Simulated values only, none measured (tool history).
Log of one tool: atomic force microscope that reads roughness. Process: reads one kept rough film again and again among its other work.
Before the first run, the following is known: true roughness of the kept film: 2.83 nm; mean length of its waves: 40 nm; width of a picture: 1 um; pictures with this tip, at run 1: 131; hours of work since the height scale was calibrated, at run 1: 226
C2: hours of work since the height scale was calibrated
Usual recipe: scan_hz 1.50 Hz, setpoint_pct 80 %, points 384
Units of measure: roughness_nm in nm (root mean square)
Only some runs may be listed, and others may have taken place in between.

run 1 hour=0.0 | scan_hz=1.50 setpoint_pct=80 points=384 | pictures_with_this_tip=131 C2=226 | roughness_nm=2.141
run 2 hour=14.5 | scan_hz=1.50 setpoint_pct=80 points=384 | pictures_with_this_tip=157 C2=234 | roughness_nm=2.102
run 3 hour=24.4 | scan_hz=1.50 setpoint_pct=80 points=384 | pictures_with_this_tip=175 C2=239 | roughness_nm=2.078
run 4 hour=41.0 | scan_hz=0.75 setpoint_pct=80 points=384 | pictures_with_this_tip=205 C2=249 | roughness_nm=2.200
-- hour=48.7 new tip fitted
run 5 hour=55.3 | scan_hz=1.50 setpoint_pct=58 points=384 | pictures_with_this_tip=12 C2=256 | roughness_nm=2.565
run 6 hour=73.1 | scan_hz=1.50 setpoint_pct=58 points=384 | pictures_with_this_tip=44 C2=266 | roughness_nm=2.536
run 7 hour=88.0 | scan_hz=1.50 setpoint_pct=58 points=384 | pictures_with_this_tip=71 C2=274 | roughness_nm=2.482
run 8 hour=101.3 | scan_hz=1.50 setpoint_pct=58 points=384 | pictures_with_this_tip=95 C2=282 | roughness_nm=2.434
run 9 hour=110.0 | scan_hz=2.80 setpoint_pct=80 points=384 | pictures_with_this_tip=111 C2=286 | roughness_nm=1.945
run 10 hour=120.4 | scan_hz=2.60 setpoint_pct=80 points=408 | pictures_with_this_tip=130 C2=292 | roughness_nm=1.986
run 11 hour=137.5 | scan_hz=2.60 setpoint_pct=80 points=408 | pictures_with_this_tip=161 C2=301 | roughness_nm=1.954

3 options for the next run, each taken on its own from the tool as it stands now. Forecast them:
run A hour=147.7 | scan_hz=1.05 setpoint_pct=80 points=778 | pictures_with_this_tip=179 C2=307 | roughness_nm=?
run B hour=147.7 | scan_hz=2.60 setpoint_pct=80 points=949 | pictures_with_this_tip=179 C2=307 | roughness_nm=?
run C hour=147.7 | scan_hz=0.85 setpoint_pct=80 points=970 | pictures_with_this_tip=179 C2=307 | roughness_nm=?

run=A roughness_nm=2.208
run=B roughness_nm=1.918
run=C roughness_nm=2.271
Stripped of hidden state, with their random variation kept, the same runs would have yielded:
run=A roughness_nm=2.433
run=B roughness_nm=2.114
run=C roughness_nm=2.502

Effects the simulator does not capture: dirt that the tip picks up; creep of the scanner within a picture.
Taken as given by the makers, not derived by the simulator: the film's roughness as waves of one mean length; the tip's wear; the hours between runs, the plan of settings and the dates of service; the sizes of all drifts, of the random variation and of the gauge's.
